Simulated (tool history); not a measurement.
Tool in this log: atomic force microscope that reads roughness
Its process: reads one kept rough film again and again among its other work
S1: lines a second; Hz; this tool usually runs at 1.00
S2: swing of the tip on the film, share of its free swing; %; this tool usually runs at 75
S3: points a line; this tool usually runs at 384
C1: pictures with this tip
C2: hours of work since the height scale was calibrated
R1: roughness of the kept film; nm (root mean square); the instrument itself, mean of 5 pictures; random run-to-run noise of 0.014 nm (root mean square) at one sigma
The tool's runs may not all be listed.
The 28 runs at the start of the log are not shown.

run     day    S1  S2    S3   C1    C2     R1
 29  21.825  0.85  55   772  147   785  2.075
     22.317  -- new tip fitted
 30  22.529  1.80  58   384   11   797  3.119
 31  23.346  2.58  88   749   52   812  1.969
 32  24.017  2.58  88   749   86   824  1.757
 33  24.746  2.58  72   749  124   837  1.874
 34  25.400  2.58  72   749  157   849  1.711
     25.671  -- new tip fitted
 35  26.058  1.24  74   384   20   860  2.925
 36  26.954  1.00  87   384   65   876  2.331
 37  27.771  1.00  76   836  107   891  2.176
 38  28.629  0.76  75   384  151   907  1.954
     29.083  -- new tip fitted
 39  29.138  2.05  71   694    3   915  3.112
 40  29.675  1.00  75   570   30   925  2.907
 41  30.554  1.21  75   258   75   941  2.350
 42  31.129  1.68  75   401  105   951  2.083
 43  31.758  0.80  90   401  136   963  1.916
 44  32.296  1.43  68   573  164   972  1.880
     32.433  -- new tip fitted
 45  33.450  3.40  75  1001   52   993  2.230
 46  34.100  1.84  74   624   85  1004  2.246
 47  34.812  1.84  74   624  121  1017  2.039
 48  35.579  2.42  62   624  160  1031  1.890
     35.796  -- new tip fitted
 49  36.738  1.19  67   855   48  1052  2.601
 50  37.383  1.19  67   855   81  1063  2.317
 51  38.383  0.58  80   750  132  1081  1.978
 52  38.962  0.58  80   750  161  1092  1.844

Branching from run 52: 4 alternative next runs. What would each branch give?
     39.221  -- new tip fitted
  A  39.608  2.98  80  542  20  1103   ?
     39.221  -- new tip fitted
  B  39.608  1.33  80  750  20  1103   ?
     39.221  -- new tip fitted
  C  39.608  1.88  59  761  20  1103   ?
     39.221  -- new tip fitted
  D  39.608  1.95  66  384  20  1103   ?

run     R1
  A  2.469
  B  2.877
  C  3.126
  D  2.958
What these runs would have given with no unlogged condition in the tool:
run     R1
  A  2.667
  B  3.109
  C  3.378
  D  3.196
